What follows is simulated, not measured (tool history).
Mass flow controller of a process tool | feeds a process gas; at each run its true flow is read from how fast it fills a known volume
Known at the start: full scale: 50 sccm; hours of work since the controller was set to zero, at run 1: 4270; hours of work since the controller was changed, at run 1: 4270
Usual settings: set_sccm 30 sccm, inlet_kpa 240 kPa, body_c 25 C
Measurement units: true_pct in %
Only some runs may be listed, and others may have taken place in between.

| run | hour | set_sccm | inlet_kpa | body_c | hours of work since the controller was set to zero | hours of work since the controller was changed | true_pct |
|---|---|---|---|---|---|---|---|
| 1 | 0 | 30 | 240 | 25 | 4270 | 4270 | 100.42 |
| 2 | 341.9 | 30 | 240 | 25 | 4534 | 4534 | 100.47 |
| 3 | 646.5 | 9 | 240 | 25 | 4770 | 4770 | 101.55 |
| 4 | 874 | 9 | 240 | 25 | 4945 | 4945 | 101.72 |
| 5 | 1244.8 | 9 | 240 | 25 | 5232 | 5232 | 101.87 |
| 6 | 1606.9 | 9 | 240 | 25 | 5512 | 5512 | 102.04 |
| 7 | 1919.1 | 30 | 234 | 25 | 5753 | 5753 | 100.91 |
| 8 | 2224.5 | 25 | 234 | 25 | 5989 | 5989 | 100.88 |
| 9 | 2509.3 | 30 | 240 | 25 | 6209 | 6209 | 101.01 |
| 10 | 2794.5 | 17 | 240 | 25 | 6429 | 6429 | 101.1 |
| 11 | 3126.3 | 30 | 240 | 25 | 6685 | 6685 | 101.13 |
| 12 | 3563.5 | 6 | 240 | 25 | 7023 | 7023 | 105.34 |
| 13 | 3815.5 | 6 | 240 | 25 | 7218 | 7218 | 105.55 |
|  | 3875 | controller's zero set anew |
| 14 | 4121.2 | 6 | 240 | 25 | 190 | 7453 | 98.92 |
| 15 | 4326.3 | 30 | 240 | 25 | 349 | 7612 | 100.12 |
| 16 | 4636.9 | 30 | 240 | 25 | 588 | 7852 | 100.28 |
|  | 4767.5 | controller exchanged for a calibrated one |
| 17 | 4932.2 | 6 | 231 | 29 | 127 | 127 | 97.46 |
| 18 | 5320.2 | 6 | 231 | 29 | 427 | 427 | 97.73 |
| 19 | 5709.1 | 11 | 240 | 28 | 727 | 727 | 97.85 |
| 20 | 5908 | 30 | 240 | 39 | 881 | 881 | 99.4 |
| 21 | 6126.3 | 30 | 240 | 39 | 1050 | 1050 | 99.43 |
| 22 | 6484.5 | 30 | 144 | 23 | 1326 | 1326 | 99.56 |
| 23 | 6729.8 | 30 | 144 | 23 | 1516 | 1516 | 99.48 |
| 24 | 6998.1 | 12 | 240 | 21 | 1723 | 1723 | 98.28 |
| 25 | 7361.7 | 12 | 240 | 21 | 2004 | 2004 | 98.36 |
| 26 | 7631 | 9 | 259 | 36 | 2212 | 2212 | 99.29 |
| 27 | 8005.8 | 30 | 180 | 21 | 2501 | 2501 | 99.55 |
| 28 | 8241.7 | 17 | 220 | 25 | 2684 | 2684 | 99.18 |
| 29 | 8653.1 | 30 | 175 | 25 | 3001 | 3001 | 99.95 |
| 30 | 9028.3 | 11 | 213 | 25 | 3291 | 3291 | 99.67 |
| 31 | 9402.8 | 28 | 274 | 32 | 3581 | 3581 | 99.74 |
| 32 | 9672.3 | 30 | 240 | 21 | 3789 | 3789 | 99.71 |

Alternative continuations, all from the tool just after run 32; predict every row:
| A | 10017.6 | 7 | 152 | 36 | 4055 | 4055 | ? |
| B | 10017.6 | 30 | 207 | 25 | 4055 | 4055 | ? |
| C | 10017.6 | 6 | 211 | 21 | 4055 | 4055 | ? |
| D | 10017.6 | 30 | 266 | 31 | 4055 | 4055 | ? |
| E | 10017.6 | 30 | 257 | 28 | 4055 | 4055 | ? |

| run | true_pct |
|---|---|
| A | 101.88 |
| B | 100.09 |
| C | 101.59 |
| D | 100.09 |
| E | 99.84 |
Take away the tool's hidden state, keep each run's random variation, and the runs would have read:
| run | true_pct |
|---|---|
| A | 97.97 |
| B | 98.7 |
| C | 97.13 |
| D | 98.7 |
| E | 98.45 |

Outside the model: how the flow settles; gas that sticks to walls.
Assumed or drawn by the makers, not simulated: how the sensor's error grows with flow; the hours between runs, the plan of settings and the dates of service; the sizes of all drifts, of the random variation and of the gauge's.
